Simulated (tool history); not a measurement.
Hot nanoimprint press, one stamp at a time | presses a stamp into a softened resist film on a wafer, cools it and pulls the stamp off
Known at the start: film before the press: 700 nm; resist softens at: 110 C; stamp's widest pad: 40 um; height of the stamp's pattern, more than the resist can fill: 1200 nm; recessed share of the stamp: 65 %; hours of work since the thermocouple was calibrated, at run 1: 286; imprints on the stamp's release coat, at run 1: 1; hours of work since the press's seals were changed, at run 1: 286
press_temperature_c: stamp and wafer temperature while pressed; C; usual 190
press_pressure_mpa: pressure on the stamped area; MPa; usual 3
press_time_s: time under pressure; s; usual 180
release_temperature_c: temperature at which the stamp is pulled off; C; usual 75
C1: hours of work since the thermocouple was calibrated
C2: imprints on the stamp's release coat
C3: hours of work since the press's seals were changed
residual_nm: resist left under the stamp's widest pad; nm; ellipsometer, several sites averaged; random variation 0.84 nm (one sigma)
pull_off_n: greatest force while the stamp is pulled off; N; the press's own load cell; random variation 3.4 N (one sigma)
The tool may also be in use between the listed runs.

{"run": 1, "hour": 0.0, "press_temperature_c": 190, "press_pressure_mpa": 3, "press_time_s": 180, "release_temperature_c": 75, "C1": 286, "C2": 1, "C3": 286, "residual_nm": 250.1, "pull_off_n": 175}
{"run": 2, "hour": 32.9, "press_temperature_c": 190, "press_pressure_mpa": 3, "press_time_s": 180, "release_temperature_c": 75, "C1": 304, "C2": 99, "C3": 304, "residual_nm": 247.8, "pull_off_n": 175}
{"run": 3, "hour": 78.0, "press_temperature_c": 190, "press_pressure_mpa": 3, "press_time_s": 180, "release_temperature_c": 75, "C1": 330, "C2": 233, "C3": 330, "residual_nm": 247.6, "pull_off_n": 167}
{"hour": 97.0, "done": "plate thermocouple calibrated"}
{"run": 4, "hour": 115.3, "press_temperature_c": 190, "press_pressure_mpa": 3, "press_time_s": 180, "release_temperature_c": 75, "C1": 10, "C2": 335, "C3": 349, "residual_nm": 247.8, "pull_off_n": 172}
{"run": 5, "hour": 136.2, "press_temperature_c": 190, "press_pressure_mpa": 2.47, "press_time_s": 180, "release_temperature_c": 75, "C1": 22, "C2": 398, "C3": 361, "residual_nm": 274.1, "pull_off_n": 176}
{"run": 6, "hour": 180.8, "press_temperature_c": 190, "press_pressure_mpa": 2.47, "press_time_s": 180, "release_temperature_c": 75, "C1": 47, "C2": 531, "C3": 386, "residual_nm": 274.8, "pull_off_n": 171}
{"run": 7, "hour": 202.9, "press_temperature_c": 190, "press_pressure_mpa": 3, "press_time_s": 180, "release_temperature_c": 75, "C1": 59, "C2": 597, "C3": 398, "residual_nm": 247.5, "pull_off_n": 176}
{"run": 8, "hour": 229.7, "press_temperature_c": 190, "press_pressure_mpa": 3, "press_time_s": 180, "release_temperature_c": 75, "C1": 74, "C2": 676, "C3": 413, "residual_nm": 247.8, "pull_off_n": 173}
{"run": 9, "hour": 251.2, "press_temperature_c": 190, "press_pressure_mpa": 3, "press_time_s": 180, "release_temperature_c": 75, "C1": 86, "C2": 740, "C3": 425, "residual_nm": 245.8, "pull_off_n": 173}
{"hour": 282.1, "done": "stamp cleaned and given a new release coat"}
{"run": 10, "hour": 290.0, "press_temperature_c": 190, "press_pressure_mpa": 3, "press_time_s": 180, "release_temperature_c": 75, "C1": 105, "C2": 23, "C3": 444, "residual_nm": 247.7, "pull_off_n": 176}
{"run": 11, "hour": 324.3, "press_temperature_c": 190, "press_pressure_mpa": 3, "press_time_s": 180, "release_temperature_c": 75, "C1": 124, "C2": 125, "C3": 463, "residual_nm": 245.8, "pull_off_n": 172}
{"run": 12, "hour": 369.5, "press_temperature_c": 190, "press_pressure_mpa": 3, "press_time_s": 107, "release_temperature_c": 75, "C1": 149, "C2": 260, "C3": 488, "residual_nm": 298.9, "pull_off_n": 174}

The next listed run, before its measurement:
{"run": 13, "hour": 395.7, "press_temperature_c": 190, "press_pressure_mpa": 2.24, "press_time_s": 120, "release_temperature_c": 75, "C1": 164, "C2": 338, "C3": 503, "residual_nm": "?", "pull_off_n": "?"}

{"run 13": {"residual_nm": 331.3, "pull_off_n": 177}}
Without the tool's hidden state the same run would have given residual_nm 335.2 nm, pull_off_n 176 N.

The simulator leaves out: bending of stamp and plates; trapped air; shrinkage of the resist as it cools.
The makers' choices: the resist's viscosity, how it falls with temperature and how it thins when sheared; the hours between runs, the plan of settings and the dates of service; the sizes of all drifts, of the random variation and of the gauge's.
